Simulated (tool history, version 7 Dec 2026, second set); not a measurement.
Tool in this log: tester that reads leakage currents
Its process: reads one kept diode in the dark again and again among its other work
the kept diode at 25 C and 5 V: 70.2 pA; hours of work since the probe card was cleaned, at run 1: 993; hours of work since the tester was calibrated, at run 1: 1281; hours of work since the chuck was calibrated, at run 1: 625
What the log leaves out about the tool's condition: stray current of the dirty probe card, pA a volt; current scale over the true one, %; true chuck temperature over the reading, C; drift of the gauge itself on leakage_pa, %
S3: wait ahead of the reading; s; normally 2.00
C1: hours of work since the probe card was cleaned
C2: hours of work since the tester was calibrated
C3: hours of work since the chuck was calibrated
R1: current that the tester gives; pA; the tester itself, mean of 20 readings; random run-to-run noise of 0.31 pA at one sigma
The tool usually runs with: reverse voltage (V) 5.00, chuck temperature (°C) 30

Run 1, hour 0.0: usual settings; C1 993; C2 1281; C3 625. Result: R1 111.67 pA.
Run 2, hour 103.0: usual settings but chuck temperature (°C) 21; C1 1058; C2 1347; C3 690. Result: R1 63.02 pA.
At hour 144.1: probe card cleaned and baked.
Run 3, hour 179.1: usual settings but chuck temperature (°C) 21; C1 22; C2 1393; C3 737. Result: R1 50.49 pA.
Run 4, hour 276.1: usual settings but chuck temperature (°C) 21; C1 84; C2 1455; C3 798. Result: R1 50.91 pA.
Run 5, hour 345.5: usual settings; C1 128; C2 1499; C3 843. Result: R1 99.70 pA.
Run 6, hour 462.0: usual settings; C1 202; C2 1573; C3 917. Result: R1 100.22 pA.
Run 7, hour 524.4: usual settings; C1 242; C2 1613; C3 956. Result: R1 100.83 pA.
Run 8, hour 578.6: usual settings; C1 276; C2 1647; C3 991. Result: R1 100.87 pA.
Run 9, hour 656.8: usual settings; C1 326; C2 1697; C3 1041. Result: R1 101.69 pA.
Run 10, hour 712.1: usual settings; C1 361; C2 1732; C3 1076. Result: R1 101.84 pA.
Run 11, hour 777.2: usual settings; C1 403; C2 1774; C3 1117. Result: R1 101.85 pA.
Run 12, hour 838.0: usual settings; C1 441; C2 1812; C3 1156. Result: R1 101.96 pA.
Run 13, hour 948.0: usual settings; C1 511; C2 1882; C3 1226. Result: R1 102.96 pA.
Run 14, hour 1058.3: usual settings; C1 581; C2 1952; C3 1296. Result: R1 103.53 pA.
Run 15, hour 1133.8: usual settings; C1 629; C2 2000; C3 1344. Result: R1 103.54 pA.
Run 16, hour 1208.6: usual settings but S3 9.99 s; C1 677; C2 2048; C3 1391. Result: R1 104.51 pA.
Run 17, hour 1299.6: usual settings but reverse voltage (V) 7.83, chuck temperature (°C) 23, S3 2.48 s; C1 735; C2 2106; C3 1449. Result: R1 85.15 pA.
Run 18, hour 1371.6: usual settings but reverse voltage (V) 7.83, chuck temperature (°C) 23, S3 2.48 s; C1 781; C2 2152; C3 1495. Result: R1 86.38 pA.
At hour 1419.4: chuck's temperature calibrated.
Run 19, hour 1426.8: usual settings but reverse voltage (V) 4.62, chuck temperature (°C) 22, S3 2.57 s; C1 815; C2 2185; C3 5. Result: R1 63.87 pA.
Run 20, hour 1475.5: usual settings but reverse voltage (V) 10.16, chuck temperature (°C) 55, S3 3.58 s; C1 846; C2 2216; C3 36. Result: R1 818.81 pA.
Run 21, hour 1542.1: usual settings but reverse voltage (V) 7.83, chuck temperature (°C) 21, S3 3.58 s; C1 888; C2 2259; C3 78. Result: R1 83.17 pA.
Run 22, hour 1622.1: usual settings but reverse voltage (V) 1.21, chuck temperature (°C) 22, S3 2.13 s; C1 939; C2 2310; C3 129. Result: R1 30.10 pA.
Run 23, hour 1688.3: usual settings but reverse voltage (V) 9.29, chuck temperature (°C) 25, S3 5.21 s; C1 981; C2 2352; C3 171. Result: R1 118.90 pA.
Run 24, hour 1743.4: usual settings but reverse voltage (V) 9.29, chuck temperature (°C) 25, S3 5.21 s; C1 1016; C2 2387; C3 206. Result: R1 119.70 pA.
Run 25, hour 1800.4: usual settings but reverse voltage (V) 9.29, chuck temperature (°C) 25, S3 5.21 s; C1 1052; C2 2423; C3 242. Result: R1 120.52 pA.
At hour 1848.3: probe card cleaned and baked.
Run 26, hour 1899.1: usual settings but reverse voltage (V) 6.32, chuck temperature (°C) 25, S3 5.21 s; C1 32; C2 2484; C3 303. Result: R1 78.82 pA.

Alternative continuations, all from the tool just after run 26; predict every row:
Run A, hour 1986.8: usual settings but reverse voltage (V) 6.32, chuck temperature (°C) 25, S3 4.96 s; C1 88; C2 2540; C3 359. Result: R1 ?.
Run B, hour 1986.8: usual settings but reverse voltage (V) 6.32, chuck temperature (°C) 27, S3 5.21 s; C1 88; C2 2540; C3 359. Result: R1 ?.
Run C, hour 1986.8: usual settings but reverse voltage (V) 6.32, chuck temperature (°C) 25, S3 0.69 s; C1 88; C2 2540; C3 359. Result: R1 ?.
Run D, hour 1986.8: usual settings but chuck temperature (°C) 40, S3 0.80 s; C1 88; C2 2540; C3 359. Result: R1 ?.

run      R1
  A   80.08
  B   92.26
  C   80.50
  D  207.49
With the hidden condition removed and each run's random variation left untouched, the same runs would have given:
run      R1
  A   79.52
  B   91.83
  C   79.94
  D  208.51
